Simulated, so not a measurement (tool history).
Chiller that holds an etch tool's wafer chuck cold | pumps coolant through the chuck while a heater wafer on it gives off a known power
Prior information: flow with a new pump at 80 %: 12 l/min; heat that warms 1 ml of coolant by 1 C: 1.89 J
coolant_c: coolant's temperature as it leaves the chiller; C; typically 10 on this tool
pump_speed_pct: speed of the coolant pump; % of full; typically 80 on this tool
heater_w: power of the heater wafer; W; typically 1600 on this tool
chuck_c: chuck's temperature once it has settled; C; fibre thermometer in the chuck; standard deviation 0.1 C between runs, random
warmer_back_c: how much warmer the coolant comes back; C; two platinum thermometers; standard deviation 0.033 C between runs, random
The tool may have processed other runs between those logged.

{"run": 1, "hour": 0.0, "coolant_c": 10, "pump_speed_pct": 80, "heater_w": 1600, "chuck_c": 21.6, "warmer_back_c": 4.27}
{"run": 2, "hour": 77.0, "coolant_c": 10, "pump_speed_pct": 80, "heater_w": 1600, "chuck_c": 21.9, "warmer_back_c": 4.28}
{"run": 3, "hour": 171.8, "coolant_c": 10, "pump_speed_pct": 80, "heater_w": 1600, "chuck_c": 21.7, "warmer_back_c": 4.25}
{"run": 4, "hour": 228.6, "coolant_c": 10, "pump_speed_pct": 80, "heater_w": 1600, "chuck_c": 21.6, "warmer_back_c": 4.29}
{"hour": 234.9, "done": "chiller's thermometer calibrated"}
{"run": 5, "hour": 336.5, "coolant_c": 10, "pump_speed_pct": 80, "heater_w": 1600, "chuck_c": 22.1, "warmer_back_c": 4.32}
{"run": 6, "hour": 440.3, "coolant_c": 4, "pump_speed_pct": 66, "heater_w": 2042, "chuck_c": 20.8, "warmer_back_c": 6.7}
{"run": 7, "hour": 521.5, "coolant_c": 2, "pump_speed_pct": 71, "heater_w": 905, "chuck_c": 9.5, "warmer_back_c": 2.77}
{"run": 8, "hour": 573.2, "coolant_c": 7, "pump_speed_pct": 71, "heater_w": 1884, "chuck_c": 22, "warmer_back_c": 5.66}
{"hour": 632.2, "done": "chiller's thermometer calibrated, once more"}
{"run": 9, "hour": 645.0, "coolant_c": 2, "pump_speed_pct": 90, "heater_w": 1058, "chuck_c": 9.1, "warmer_back_c": 2.55}

The next listed run, before its measurement:
{"run": 10, "hour": 702.3, "coolant_c": 11, "pump_speed_pct": 89, "heater_w": 1058, "chuck_c": "?", "warmer_back_c": "?"}

chuck_c: 18.3 C
warmer_back_c: 2.62 C
On a tool with no hidden condition, and with the same random variation, this run would have come out at chuck_c 17.8 C, warmer_back_c 2.56 C.

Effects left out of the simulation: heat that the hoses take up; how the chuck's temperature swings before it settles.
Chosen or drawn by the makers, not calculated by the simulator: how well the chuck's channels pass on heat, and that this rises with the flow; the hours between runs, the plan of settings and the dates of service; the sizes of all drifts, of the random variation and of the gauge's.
